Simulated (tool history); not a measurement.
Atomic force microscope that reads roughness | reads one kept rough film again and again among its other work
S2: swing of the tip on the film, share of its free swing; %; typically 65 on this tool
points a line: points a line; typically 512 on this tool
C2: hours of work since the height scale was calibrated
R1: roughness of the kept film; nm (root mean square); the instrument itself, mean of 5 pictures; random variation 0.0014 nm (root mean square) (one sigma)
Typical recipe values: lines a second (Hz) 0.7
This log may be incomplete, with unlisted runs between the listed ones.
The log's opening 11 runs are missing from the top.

run 12 day=5.779 | lines_a_second_(Hz)=3.703 S2=65 points_a_line=512 | pictures_with_this_tip=302 C2=399 | R1=1.157
run 13 day=6.462 | lines_a_second_(Hz)=3.703 S2=65 points_a_line=512 | pictures_with_this_tip=318 C2=406 | R1=1.156
-- day=6.533 new tip fitted
run 14 day=7.025 | lines_a_second_(Hz)=0.7 S2=73 points_a_line=512 | pictures_with_this_tip=13 C2=412 | R1=1.291
run 15 day=7.462 | lines_a_second_(Hz)=0.7 S2=73 points_a_line=512 | pictures_with_this_tip=23 C2=417 | R1=1.288
run 16 day=8.188 | lines_a_second_(Hz)=0.7 S2=60 points_a_line=512 | pictures_with_this_tip=41 C2=425 | R1=1.321
run 17 day=8.85 | lines_a_second_(Hz)=0.7 S2=60 points_a_line=512 | pictures_with_this_tip=57 C2=432 | R1=1.317
run 18 day=9.621 | lines_a_second_(Hz)=0.7 S2=65 points_a_line=512 | pictures_with_this_tip=76 C2=441 | R1=1.308
run 19 day=10.154 | lines_a_second_(Hz)=0.7 S2=65 points_a_line=512 | pictures_with_this_tip=89 C2=447 | R1=1.307
run 20 day=10.804 | lines_a_second_(Hz)=0.981 S2=65 points_a_line=512 | pictures_with_this_tip=105 C2=454 | R1=1.288
run 21 day=11.542 | lines_a_second_(Hz)=0.7 S2=65 points_a_line=1019 | pictures_with_this_tip=123 C2=462 | R1=1.305
run 22 day=11.904 | lines_a_second_(Hz)=0.7 S2=65 points_a_line=1019 | pictures_with_this_tip=132 C2=466 | R1=1.303
run 23 day=12.421 | lines_a_second_(Hz)=0.7 S2=65 points_a_line=1019 | pictures_with_this_tip=145 C2=472 | R1=1.305
run 24 day=13.204 | lines_a_second_(Hz)=0.7 S2=59 points_a_line=512 | pictures_with_this_tip=164 C2=480 | R1=1.308
run 25 day=13.738 | lines_a_second_(Hz)=0.7 S2=59 points_a_line=512 | pictures_with_this_tip=177 C2=486 | R1=1.311
run 26 day=14.488 | lines_a_second_(Hz)=3.789 S2=70 points_a_line=614 | pictures_with_this_tip=195 C2=495 | R1=1.109
run 27 day=15.212 | lines_a_second_(Hz)=0.7 S2=61 points_a_line=287 | pictures_with_this_tip=213 C2=503 | R1=1.302
run 28 day=15.733 | lines_a_second_(Hz)=0.7 S2=61 points_a_line=287 | pictures_with_this_tip=226 C2=508 | R1=1.297
run 29 day=16.408 | lines_a_second_(Hz)=2.517 S2=57 points_a_line=512 | pictures_with_this_tip=242 C2=516 | R1=1.258

What will run 30 give?
run 30 day=16.958 | lines_a_second_(Hz)=2.517 S2=82 points_a_line=716 | pictures_with_this_tip=256 C2=522 | R1=?

R1: 1.062 nm (root mean square)
The same run, on a tool lacking any hidden state, would have yielded R1 1.076 nm (root mean square).

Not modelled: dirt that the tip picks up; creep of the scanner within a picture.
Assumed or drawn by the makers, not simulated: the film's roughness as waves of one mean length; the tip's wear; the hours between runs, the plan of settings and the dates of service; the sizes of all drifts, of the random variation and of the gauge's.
